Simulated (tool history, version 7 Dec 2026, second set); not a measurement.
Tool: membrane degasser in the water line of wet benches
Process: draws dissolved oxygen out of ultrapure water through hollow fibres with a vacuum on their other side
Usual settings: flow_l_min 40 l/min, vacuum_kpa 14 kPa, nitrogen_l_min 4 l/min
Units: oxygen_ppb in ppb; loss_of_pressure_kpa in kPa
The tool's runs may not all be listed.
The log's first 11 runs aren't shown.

run 12 hour=1168.7 | flow_l_min=40 vacuum_kpa=14 nitrogen_l_min=4.71 | oxygen_ppb=298.1 loss_of_pressure_kpa=39.54
run 13 hour=1271.4 | flow_l_min=40 vacuum_kpa=14 nitrogen_l_min=4.71 | oxygen_ppb=292.1 loss_of_pressure_kpa=39.39
run 14 hour=1359.7 | flow_l_min=40 vacuum_kpa=14 nitrogen_l_min=4.71 | oxygen_ppb=293.9 loss_of_pressure_kpa=39.55
run 15 hour=1493.6 | flow_l_min=40 vacuum_kpa=14 nitrogen_l_min=4 | oxygen_ppb=325.8 loss_of_pressure_kpa=39.68
run 16 hour=1580.3 | flow_l_min=40 vacuum_kpa=14 nitrogen_l_min=4 | oxygen_ppb=331 loss_of_pressure_kpa=39.44
run 17 hour=1711.2 | flow_l_min=29 vacuum_kpa=31.3 nitrogen_l_min=8.03 | oxygen_ppb=264.9 loss_of_pressure_kpa=28.37
run 18 hour=1857.5 | flow_l_min=60 vacuum_kpa=22.9 nitrogen_l_min=4 | oxygen_ppb=880.5 loss_of_pressure_kpa=58.94
run 19 hour=1923.4 | flow_l_min=45 vacuum_kpa=14 nitrogen_l_min=8.32 | oxygen_ppb=260.2 loss_of_pressure_kpa=44.28
run 20 hour=2039.6 | flow_l_min=29 vacuum_kpa=13.5 nitrogen_l_min=8.32 | oxygen_ppb=108.9 loss_of_pressure_kpa=28.61
run 21 hour=2112.8 | flow_l_min=57 vacuum_kpa=13.5 nitrogen_l_min=8.32 | oxygen_ppb=412.3 loss_of_pressure_kpa=55.69
run 22 hour=2207.4 | flow_l_min=55 vacuum_kpa=25.3 nitrogen_l_min=8.32 | oxygen_ppb=555.2 loss_of_pressure_kpa=53.72
run 23 hour=2337.9 | flow_l_min=34 vacuum_kpa=22.5 nitrogen_l_min=1.68 | oxygen_ppb=819.8 loss_of_pressure_kpa=33.1
run 24 hour=2409.6 | flow_l_min=30 vacuum_kpa=18 nitrogen_l_min=5.06 | oxygen_ppb=228.5 loss_of_pressure_kpa=29.28
run 25 hour=2499.1 | flow_l_min=30 vacuum_kpa=18 nitrogen_l_min=5.06 | oxygen_ppb=233.5 loss_of_pressure_kpa=29.59
run 26 hour=2647.7 | flow_l_min=35 vacuum_kpa=9.2 nitrogen_l_min=5.06 | oxygen_ppb=146.1 loss_of_pressure_kpa=34.72

Run 27 comes next. What will it give?
run 27 hour=2719.2 | flow_l_min=35 vacuum_kpa=9.2 nitrogen_l_min=5.06 | oxygen_ppb=? loss_of_pressure_kpa=?

{"run 27": {"oxygen_ppb": 147.5, "loss_of_pressure_kpa": 33.83}}
Without the tool's hidden state the same run would have given oxygen_ppb 147.2 ppb, loss_of_pressure_kpa 34.44 kPa.
